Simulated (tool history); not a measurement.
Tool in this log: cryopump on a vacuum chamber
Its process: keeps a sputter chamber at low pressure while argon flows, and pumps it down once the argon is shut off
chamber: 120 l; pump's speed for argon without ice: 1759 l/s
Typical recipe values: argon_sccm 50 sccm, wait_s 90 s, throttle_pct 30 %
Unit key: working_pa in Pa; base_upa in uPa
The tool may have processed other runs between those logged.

Run 1, hour 0.0: usual settings. Result: working_pa 0.1636 Pa, base_upa 1.45 uPa.
Run 2, hour 14.5: usual settings but throttle_pct 40 %. Result: working_pa 0.1248 Pa, base_upa 1.52 uPa.
Run 3, hour 32.6: usual settings. Result: working_pa 0.1645 Pa, base_upa 1.45 uPa.
Run 4, hour 43.8: usual settings. Result: working_pa 0.1649 Pa, base_upa 1.51 uPa.
Run 5, hour 70.2: usual settings. Result: working_pa 0.1664 Pa, base_upa 1.50 uPa.
Run 6, hour 81.7: usual settings. Result: working_pa 0.1635 Pa, base_upa 1.51 uPa.
Run 7, hour 108.4: usual settings. Result: working_pa 0.1659 Pa, base_upa 1.57 uPa.
Run 8, hour 135.1: usual settings but argon_sccm 49 sccm, wait_s 59 s, throttle_pct 57 %. Result: working_pa 0.0892 Pa, base_upa 1.82 uPa.
Run 9, hour 147.3: usual settings but argon_sccm 49 sccm, wait_s 40 s, throttle_pct 22 %. Result: working_pa 0.2208 Pa, base_upa 2.18 uPa.
Run 10, hour 168.0: usual settings but argon_sccm 93 sccm, throttle_pct 21 %. Result: working_pa 0.4403 Pa, base_upa 1.62 uPa.
Run 11, hour 182.8: usual settings but argon_sccm 93 sccm, throttle_pct 21 %. Result: working_pa 0.4417 Pa, base_upa 1.63 uPa.
Run 12, hour 197.4: usual settings but argon_sccm 46 sccm, wait_s 64 s, throttle_pct 21 %. Result: working_pa 0.2170 Pa, base_upa 1.82 uPa.
Run 13, hour 209.2: usual settings but wait_s 96 s, throttle_pct 21 %. Result: working_pa 0.2379 Pa, base_upa 1.61 uPa.
Run 14, hour 222.2: usual settings but wait_s 96 s, throttle_pct 21 %. Result: working_pa 0.2386 Pa, base_upa 1.64 uPa.

Per-run results on a tool with no hidden state, each run keeping its own random variation:
What the log doesn't record here: pump's speed, % of a pump's without ice; cold plate's temperature, K; leak into the chamber, uPa l/s; drift of the gauge itself on working_pa, %; drift of the gauge itself on base_upa, %.
run  working_pa  base_upa
  1      0.1601      0.63
  2      0.1210      0.66
  3      0.1604      0.60
  4      0.1606      0.62
  5      0.1614      0.63
  6      0.1584      0.63
  7      0.1600      0.66
  8      0.0827      0.90
  9      0.2141      1.23
 10      0.4268      0.66
 11      0.4274      0.66
 12      0.2097      0.83
 13      0.2295      0.61
 14      0.2299      0.62
